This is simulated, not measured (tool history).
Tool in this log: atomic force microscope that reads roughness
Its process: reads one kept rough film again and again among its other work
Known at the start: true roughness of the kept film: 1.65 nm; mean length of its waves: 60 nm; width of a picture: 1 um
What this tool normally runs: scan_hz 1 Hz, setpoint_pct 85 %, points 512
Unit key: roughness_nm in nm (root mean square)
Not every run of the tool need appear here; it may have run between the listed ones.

Run 1, hour 0: usual settings. Result: roughness_nm 1.529 nm (root mean square).
Run 2, hour 46.5: usual settings but setpoint_pct 86 %. Result: roughness_nm 1.515 nm (root mean square).
Run 3, hour 118.7: usual settings but setpoint_pct 86 %. Result: roughness_nm 1.511 nm (root mean square).
Run 4, hour 173.3: usual settings but setpoint_pct 86 %. Result: roughness_nm 1.505 nm (root mean square).
Run 5, hour 229.9: usual settings but setpoint_pct 86 %. Result: roughness_nm 1.483 nm (root mean square).
Run 6, hour 303.3: usual settings but setpoint_pct 86 %. Result: roughness_nm 1.479 nm (root mean square).
At hour 347.8: new tip fitted.
Run 7, hour 359.6: usual settings but setpoint_pct 86 %. Result: roughness_nm 1.527 nm (root mean square).
Run 8, hour 430.5: usual settings but points 291. Result: roughness_nm 1.515 nm (root mean square).
Run 9, hour 462.7: usual settings. Result: roughness_nm 1.514 nm (root mean square).
Run 10, hour 507.2: usual settings but scan_hz 1.39 Hz. Result: roughness_nm 1.482 nm (root mean square).
Run 11, hour 543.8: usual settings but scan_hz 1.39 Hz. Result: roughness_nm 1.471 nm (root mean square).
Run 12, hour 609.3: usual settings but scan_hz 1.39 Hz. Result: roughness_nm 1.463 nm (root mean square).
Run 13, hour 675.5: usual settings but scan_hz 1.39 Hz. Result: roughness_nm 1.464 nm (root mean square).
Run 14, hour 741.1: usual settings but scan_hz 1.39 Hz. Result: roughness_nm 1.442 nm (root mean square).
At hour 750.7: new tip fitted.
Run 15, hour 795.7: usual settings but points 410. Result: roughness_nm 1.502 nm (root mean square).
Run 16, hour 830.8: usual settings but points 410. Result: roughness_nm 1.502 nm (root mean square).
Run 17, hour 872: usual settings but setpoint_pct 56 %. Result: roughness_nm 1.57 nm (root mean square).
Run 18, hour 914.8: usual settings. Result: roughness_nm 1.499 nm (root mean square).
Run 19, hour 950.3: usual settings. Result: roughness_nm 1.487 nm (root mean square).
Run 20, hour 984.6: usual settings. Result: roughness_nm 1.496 nm (root mean square).
Run 21, hour 1055.5: usual settings but scan_hz 2.69 Hz. Result: roughness_nm 1.359 nm (root mean square).
Run 22, hour 1111.2: usual settings but scan_hz 2.69 Hz. Result: roughness_nm 1.356 nm (root mean square).
At hour 1152.1: new tip fitted.
Run 23, hour 1152.2: usual settings but scan_hz 2.69 Hz. Result: roughness_nm 1.39 nm (root mean square).
Run 24, hour 1216.1: usual settings. Result: roughness_nm 1.504 nm (root mean square).
Run 25, hour 1257: usual settings but scan_hz 2.63 Hz. Result: roughness_nm 1.396 nm (root mean square).
Run 26, hour 1307.8: usual settings but setpoint_pct 65 %. Result: roughness_nm 1.543 nm (root mean square).
Run 27, hour 1370.6: usual settings but setpoint_pct 65 %. Result: roughness_nm 1.544 nm (root mean square).
Run 28, hour 1442.9: usual settings but scan_hz 2.28 Hz, setpoint_pct 84 %. Result: roughness_nm 1.393 nm (root mean square).
At hour 1474.4: height scale calibrated on a step standard.
Run 29, hour 1484.6: usual settings but scan_hz 1.04 Hz, setpoint_pct 78 %, points 517. Result: roughness_nm 1.537 nm (root mean square).
Run 30, hour 1521.7: usual settings but scan_hz 0.95 Hz, setpoint_pct 67 %, points 930. Result: roughness_nm 1.569 nm (root mean square).
At hour 1557.6: new tip fitted.
Run 31, hour 1574.5: usual settings but scan_hz 0.95 Hz, setpoint_pct 67 %, points 930. Result: roughness_nm 1.596 nm (root mean square).
Run 32, hour 1608.6: usual settings but points 458. Result: roughness_nm 1.543 nm (root mean square).
Run 33, hour 1668.1: usual settings but setpoint_pct 65 %, points 714. Result: roughness_nm 1.591 nm (root mean square).
Run 34, hour 1736.5: usual settings but scan_hz 1.33 Hz, points 363. Result: roughness_nm 1.489 nm (root mean square).
Run 35, hour 1780.4: usual settings but scan_hz 1.22 Hz, setpoint_pct 83 %, points 343. Result: roughness_nm 1.512 nm (root mean square).
Run 36, hour 1854.2: usual settings but scan_hz 2.43 Hz, setpoint_pct 67 %, points 343. Result: roughness_nm 1.526 nm (root mean square).
Run 37, hour 1897.1: usual settings but scan_hz 2.43 Hz, setpoint_pct 67 %, points 343. Result: roughness_nm 1.524 nm (root mean square).
Run 38, hour 1944.6: usual settings but scan_hz 0.53 Hz, setpoint_pct 67 %, points 343. Result: roughness_nm 1.558 nm (root mean square).
At hour 1959.9: new tip fitted.
Run 39, hour 2001.1: usual settings but scan_hz 1.03 Hz, setpoint_pct 87 %, points 289. Result: roughness_nm 1.529 nm (root mean square).
Run 40, hour 2059.2: usual settings but scan_hz 1.03 Hz, setpoint_pct 87 %, points 289. Result: roughness_nm 1.518 nm (root mean square).
Run 41, hour 2109.2: usual settings but scan_hz 1.03 Hz, setpoint_pct 87 %, points 289. Result: roughness_nm 1.496 nm (root mean square).
Run 42, hour 2162.9: usual settings but scan_hz 1.03 Hz, setpoint_pct 63 %, points 978. Result: roughness_nm 1.578 nm (root mean square).
Run 43, hour 2225.6: usual settings but scan_hz 0.53 Hz. Result: roughness_nm 1.545 nm (root mean square).
Run 44, hour 2265.1: usual settings but setpoint_pct 55 %, points 980. Result: roughness_nm 1.575 nm (root mean square).
Run 45, hour 2334.7: usual settings but setpoint_pct 68 %, points 469. Result: roughness_nm 1.534 nm (root mean square).
At hour 2362: new tip fitted.
Run 46, hour 2383.7: usual settings but setpoint_pct 68 %, points 469. Result: roughness_nm 1.579 nm (root mean square).
Run 47, hour 2421.8: usual settings but setpoint_pct 65 %, points 1011. Result: roughness_nm 1.587 nm (root mean square).
Run 48, hour 2479.3: usual settings but scan_hz 3.65 Hz, points 374. Result: roughness_nm 1.343 nm (root mean square).
Run 49, hour 2551.7: usual settings but scan_hz 1.42 Hz, points 529. Result: roughness_nm 1.479 nm (root mean square).
Run 50, hour 2615.1: usual settings but scan_hz 1.92 Hz, setpoint_pct 71 %, points 772. Result: roughness_nm 1.499 nm (root mean square).
Run 51, hour 2646.4: usual settings but scan_hz 3.34 Hz, setpoint_pct 63 %, points 558. Result: roughness_nm 1.51 nm (root mean square).
Run 52, hour 2707.1: usual settings but scan_hz 3.34 Hz, setpoint_pct 83 %, points 261. Result: roughness_nm 1.349 nm (root mean square).
At hour 2762.7: new tip fitted.
Run 53, hour 2767.6: usual settings but scan_hz 1.03 Hz, setpoint_pct 67 %. Result: roughness_nm 1.578 nm (root mean square).

3 ways to go on from here, each from the tool as it stands after run 53. What would each give?
Run A, hour 2835.8: usual settings but scan_hz 1.75 Hz, setpoint_pct 67 %, points 266. Result: roughness_nm ?.
Run B, hour 2835.8: usual settings but points 575. Result: roughness_nm ?.
Run C, hour 2835.8: usual settings but points 458. Result: roughness_nm ?.

run  roughness_nm
  A         1.539
  B         1.534
  C          1.52
Stripped of hidden state, with their random variation kept, the same runs would have yielded:
run  roughness_nm
  A         1.567
  B         1.562
  C         1.547

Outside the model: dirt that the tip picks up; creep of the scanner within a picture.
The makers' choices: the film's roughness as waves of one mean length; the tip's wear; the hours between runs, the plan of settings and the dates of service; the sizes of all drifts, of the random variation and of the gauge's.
